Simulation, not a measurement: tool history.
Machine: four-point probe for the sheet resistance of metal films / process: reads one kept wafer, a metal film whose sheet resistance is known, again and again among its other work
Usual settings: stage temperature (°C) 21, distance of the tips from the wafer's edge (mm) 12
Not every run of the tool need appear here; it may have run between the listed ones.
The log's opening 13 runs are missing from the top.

run,day,stage temperature (°C),distance of the tips from the wafer's edge (mm),touches since the probe head was changed,hours of work since the stage's thermometer was calibrated,sheet resistance as the instrument gives it (ohm/square)
14,10.383,29,12,72116,758,1.609689
15,11.233,29,12,73267,772,1.609734
16,11.733,18,12,73944,780,1.616312
17,12.712,18,12,75269,796,1.61713
18,13.708,18,12,76616,813,1.616485
19,14.75,21,12,78027,830,1.615367
20,15.783,19,55,79427,847,1.610626
# day 15.862: stage's thermometer calibrated
21,16.812,19,55,80793,16,1.612209
22,17.729,34,44,82035,31,1.603796
23,18.4,34,44,82943,42,1.603838
24,19.017,19,14,83779,52,1.61687
25,19.862,34,11,84925,66,1.611196
26,20.65,34,11,85993,79,1.610597
27,21.308,33,59,86885,89,1.604609
# day 22: stage's thermometer calibrated, once more
28,22,33,59,87791,0,1.602635
29,22.533,22,30,88517,9,1.608873
30,23.346,30,64,89615,22,1.604683
31,24.054,30,20,90572,34,1.606143
32,24.771,30,20,91544,45,1.606367
33,25.588,30,20,92650,59,1.606107
34,26.312,30,20,93631,71,1.606849
35,27.171,25,12,94796,85,1.612996
36,27.808,25,12,95659,95,1.613305
37,28.662,30,59,96818,109,1.604892
38,29.462,33,26,97902,123,1.604049

Predict each of these 5 candidate next runs independently; none follows another, all start after run 38:
A,30.112,21,17,98782,133,?
B,30.112,31,19,98782,133,?
C,30.112,33,10,98782,133,?
D,30.112,33,15,98782,133,?
E,30.112,27,27,98782,133,?

run,sheet resistance as the instrument gives it (ohm/square)
A,1.613359
B,1.606181
C,1.611554
D,1.607163
E,1.608119
With no hidden state in the tool, these same runs would have given:
run,sheet resistance as the instrument gives it (ohm/square)
A,1.60821
B,1.601062
C,1.606421
D,1.602042
E,1.60299
